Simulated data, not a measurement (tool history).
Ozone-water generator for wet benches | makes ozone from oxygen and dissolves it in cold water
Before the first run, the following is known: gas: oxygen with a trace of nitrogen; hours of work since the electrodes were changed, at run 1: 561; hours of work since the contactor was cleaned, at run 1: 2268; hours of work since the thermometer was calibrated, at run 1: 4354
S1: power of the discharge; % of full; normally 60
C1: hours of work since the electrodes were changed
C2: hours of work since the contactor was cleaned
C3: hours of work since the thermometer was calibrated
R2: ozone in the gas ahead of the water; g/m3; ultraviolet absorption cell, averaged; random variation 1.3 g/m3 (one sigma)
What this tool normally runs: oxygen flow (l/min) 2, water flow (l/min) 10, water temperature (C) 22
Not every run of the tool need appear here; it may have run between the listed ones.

run 1 hour=0 | S1=60 oxygen_flow_(l/min)=2 water_flow_(l/min)=10 water_temperature_(C)=22 | C1=561 C2=2268 C3=4354 | dissolved_ozone_(ppm)=22 R2=237.8
run 2 hour=131.3 | S1=60 oxygen_flow_(l/min)=2 water_flow_(l/min)=10 water_temperature_(C)=22 | C1=673 C2=2379 C3=4465 | dissolved_ozone_(ppm)=22.2 R2=238.2
run 3 hour=297.2 | S1=60 oxygen_flow_(l/min)=2 water_flow_(l/min)=10 water_temperature_(C)=22 | C1=813 C2=2520 C3=4606 | dissolved_ozone_(ppm)=22 R2=237.6
run 4 hour=417.3 | S1=60 oxygen_flow_(l/min)=2 water_flow_(l/min)=10 water_temperature_(C)=22 | C1=915 C2=2622 C3=4708 | dissolved_ozone_(ppm)=22 R2=238.7
-- hour=459.9 water thermometer calibrated
run 5 hour=492.3 | S1=60 oxygen_flow_(l/min)=2 water_flow_(l/min)=10 water_temperature_(C)=22 | C1=978 C2=2685 C3=27 | dissolved_ozone_(ppm)=21.8 R2=238.5
run 6 hour=612.2 | S1=60 oxygen_flow_(l/min)=2 water_flow_(l/min)=10 water_temperature_(C)=22 | C1=1080 C2=2786 C3=129 | dissolved_ozone_(ppm)=22.2 R2=240
run 7 hour=733.5 | S1=60 oxygen_flow_(l/min)=2 water_flow_(l/min)=10 water_temperature_(C)=22 | C1=1182 C2=2889 C3=232 | dissolved_ozone_(ppm)=22 R2=240
run 8 hour=871.3 | S1=60 oxygen_flow_(l/min)=2 water_flow_(l/min)=10 water_temperature_(C)=22 | C1=1299 C2=3006 C3=348 | dissolved_ozone_(ppm)=22 R2=240.6
run 9 hour=982.2 | S1=60 oxygen_flow_(l/min)=2 water_flow_(l/min)=10 water_temperature_(C)=22 | C1=1393 C2=3100 C3=442 | dissolved_ozone_(ppm)=22 R2=241.3
run 10 hour=1091.2 | S1=60 oxygen_flow_(l/min)=2 water_flow_(l/min)=10 water_temperature_(C)=22 | C1=1485 C2=3192 C3=535 | dissolved_ozone_(ppm)=21.8 R2=243.8
run 11 hour=1206.3 | S1=85 oxygen_flow_(l/min)=2 water_flow_(l/min)=10 water_temperature_(C)=22 | C1=1583 C2=3290 C3=632 | dissolved_ozone_(ppm)=27.6 R2=302
-- hour=1363.3 contactor cleaned
run 12 hour=1375.1 | S1=85 oxygen_flow_(l/min)=2 water_flow_(l/min)=10 water_temperature_(C)=22 | C1=1722 C2=10 C3=772 | dissolved_ozone_(ppm)=27.7 R2=307.8
run 13 hour=1499.9 | S1=85 oxygen_flow_(l/min)=2 water_flow_(l/min)=10 water_temperature_(C)=22 | C1=1828 C2=116 C3=878 | dissolved_ozone_(ppm)=28 R2=306.7
run 14 hour=1588.8 | S1=60 oxygen_flow_(l/min)=2 water_flow_(l/min)=10 water_temperature_(C)=22 | C1=1903 C2=191 C3=953 | dissolved_ozone_(ppm)=22 R2=246.8
-- hour=1743.8 gauge calibrated
run 15 hour=1745.4 | S1=60 oxygen_flow_(l/min)=2 water_flow_(l/min)=10 water_temperature_(C)=22 | C1=2036 C2=324 C3=1085 | dissolved_ozone_(ppm)=22 R2=237.7
run 16 hour=1863.3 | S1=60 oxygen_flow_(l/min)=2 water_flow_(l/min)=10 water_temperature_(C)=22 | C1=2136 C2=423 C3=1185 | dissolved_ozone_(ppm)=21.7 R2=236.2
run 17 hour=1999.3 | S1=60 oxygen_flow_(l/min)=2 water_flow_(l/min)=13 water_temperature_(C)=19 | C1=2251 C2=539 C3=1301 | dissolved_ozone_(ppm)=18.4 R2=241.2
run 18 hour=2104 | S1=60 oxygen_flow_(l/min)=2 water_flow_(l/min)=13 water_temperature_(C)=19 | C1=2340 C2=627 C3=1389 | dissolved_ozone_(ppm)=18.2 R2=237.4
run 19 hour=2229.4 | S1=92 oxygen_flow_(l/min)=2.41 water_flow_(l/min)=7 water_temperature_(C)=16 | C1=2446 C2=734 C3=1495 | dissolved_ozone_(ppm)=40.8 R2=286.6
run 20 hour=2392.4 | S1=77 oxygen_flow_(l/min)=3.47 water_flow_(l/min)=10 water_temperature_(C)=17 | C1=2584 C2=872 C3=1634 | dissolved_ozone_(ppm)=27 R2=205.7
run 21 hour=2533.7 | S1=69 oxygen_flow_(l/min)=3.24 water_flow_(l/min)=10 water_temperature_(C)=22 | C1=2704 C2=991 C3=1753 | dissolved_ozone_(ppm)=23.5 R2=200.9
run 22 hour=2611.9 | S1=69 oxygen_flow_(l/min)=3.24 water_flow_(l/min)=10 water_temperature_(C)=24 | C1=2770 C2=1058 C3=1819 | dissolved_ozone_(ppm)=22.7 R2=201.2
run 23 hour=2726.9 | S1=69 oxygen_flow_(l/min)=3.24 water_flow_(l/min)=10 water_temperature_(C)=24 | C1=2867 C2=1155 C3=1917 | dissolved_ozone_(ppm)=22.8 R2=200.6
run 24 hour=2794.5 | S1=65 oxygen_flow_(l/min)=2 water_flow_(l/min)=10 water_temperature_(C)=22 | C1=2925 C2=1212 C3=1974 | dissolved_ozone_(ppm)=23.1 R2=253.8
run 25 hour=2907.4 | S1=48 oxygen_flow_(l/min)=1.16 water_flow_(l/min)=11 water_temperature_(C)=22 | C1=3020 C2=1308 C3=2070 | dissolved_ozone_(ppm)=16.5 R2=289.2
run 26 hour=3039.2 | S1=48 oxygen_flow_(l/min)=1.16 water_flow_(l/min)=11 water_temperature_(C)=22 | C1=3132 C2=1420 C3=2181 | dissolved_ozone_(ppm)=16.4 R2=287.6
run 27 hour=3161.9 | S1=67 oxygen_flow_(l/min)=2 water_flow_(l/min)=8 water_temperature_(C)=15 | C1=3236 C2=1523 C3=2285 | dissolved_ozone_(ppm)=31 R2=262.5
run 28 hour=3321.2 | S1=67 oxygen_flow_(l/min)=2 water_flow_(l/min)=8 water_temperature_(C)=15 | C1=3371 C2=1658 C3=2420 | dissolved_ozone_(ppm)=31.1 R2=261.2
run 29 hour=3410.9 | S1=77 oxygen_flow_(l/min)=2 water_flow_(l/min)=7 water_temperature_(C)=22 | C1=3447 C2=1734 C3=2496 | dissolved_ozone_(ppm)=33.5 R2=289.1
run 30 hour=3574.3 | S1=77 oxygen_flow_(l/min)=2 water_flow_(l/min)=8 water_temperature_(C)=25 | C1=3585 C2=1873 C3=2635 | dissolved_ozone_(ppm)=29.5 R2=289.5
run 31 hour=3669.2 | S1=58 oxygen_flow_(l/min)=1.12 water_flow_(l/min)=10 water_temperature_(C)=15 | C1=3666 C2=1953 C3=2715 | dissolved_ozone_(ppm)=21.9 R2=335.8

Alternative continuations, all from the tool just after run 31; predict every row:
run A hour=3802.3 | S1=60 oxygen_flow_(l/min)=2 water_flow_(l/min)=10 water_temperature_(C)=21 | C1=3778 C2=2066 C3=2828 | dissolved_ozone_(ppm)=? R2=?
run B hour=3802.3 | S1=56 oxygen_flow_(l/min)=2 water_flow_(l/min)=10 water_temperature_(C)=14 | C1=3778 C2=2066 C3=2828 | dissolved_ozone_(ppm)=? R2=?
run C hour=3802.3 | S1=96 oxygen_flow_(l/min)=2.81 water_flow_(l/min)=7 water_temperature_(C)=15 | C1=3778 C2=2066 C3=2828 | dissolved_ozone_(ppm)=? R2=?

run=A dissolved_ozone_(ppm)=22.4 R2=245.9
run=B dissolved_ozone_(ppm)=23.3 R2=234.6
run=C dissolved_ozone_(ppm)=42.8 R2=275.3
The same runs, with their run-to-run variation unchanged, on a tool lacking any hidden condition would have given:
run=A dissolved_ozone_(ppm)=22.4 R2=238.3
run=B dissolved_ozone_(ppm)=23.3 R2=227.4
run=C dissolved_ozone_(ppm)=42.9 R2=267
